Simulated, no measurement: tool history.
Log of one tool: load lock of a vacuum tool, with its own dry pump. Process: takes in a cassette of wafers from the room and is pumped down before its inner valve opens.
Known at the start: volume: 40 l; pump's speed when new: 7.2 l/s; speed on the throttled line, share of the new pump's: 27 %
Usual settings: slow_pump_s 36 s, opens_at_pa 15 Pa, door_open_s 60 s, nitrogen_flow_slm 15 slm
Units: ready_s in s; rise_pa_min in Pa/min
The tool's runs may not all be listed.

run,hour,slow_pump_s,opens_at_pa,door_open_s,nitrogen_flow_slm,"incoming humidity of the room's air, %",ready_s,rise_pa_min
1,0.0,36,15,60,15,46.9,78.4,0.178
2,203.7,44,15,60,15,44.6,83.4,0.181
3,588.2,36,15,60,15,43.7,78.0,0.182
4,842.3,36,15,165,15,44.4,79.3,0.200
5,1111.9,36,15,165,15,45.4,78.5,0.203
6,1332.5,50,15,60,15,45.6,89.8,0.192
7,1544.5,50,15,60,15,44.7,89.5,0.199
8,1774.1,50,15,60,15,48.1,89.3,0.197
9,2061.3,50,15,60,15,43.5,90.0,0.195
10,2405.0,36,15,60,15,44.9,80.9,0.202
11,2618.1,44,15,60,15,43.2,86.4,0.203
12,2937.8,44,15,60,5,42.4,86.6,0.224
13,3279.0,36,15,60,15,42.4,80.6,0.213
14,3481.4,36,15,60,15,46.5,81.3,0.226
15,3740.4,36,15,60,15,46.0,82.7,0.227
16,4016.1,36,15,162,15,48.2,81.6,0.242
17,4255.5,36,15,162,15,43.7,82.7,0.248
18,4703.7,36,15,60,15,42.3,82.8,0.234
19,5036.8,36,15,60,16,48.0,83.0,0.246
20,5360.8,36,14,60,15,44.6,83.7,0.257
21,5628.5,36,23,60,15,45.6,80.7,0.251
22,5870.4,36,23,60,15,43.9,81.0,0.257
23,6134.0,36,15,150,12,46.0,83.0,0.266
24,6497.0,36,15,60,19,42.7,83.7,0.260
25,6838.1,36,16,102,19,44.9,84.4,0.273

Forecast run 26:
26,7241.4,36,16,102,19,42.8,?,?

Run 26 gave ready_s 84.5 s, rise_pa_min 0.272 Pa/min.
Without the tool's hidden state the same run would have given ready_s 75.1 s, rise_pa_min 0.032 Pa/min.
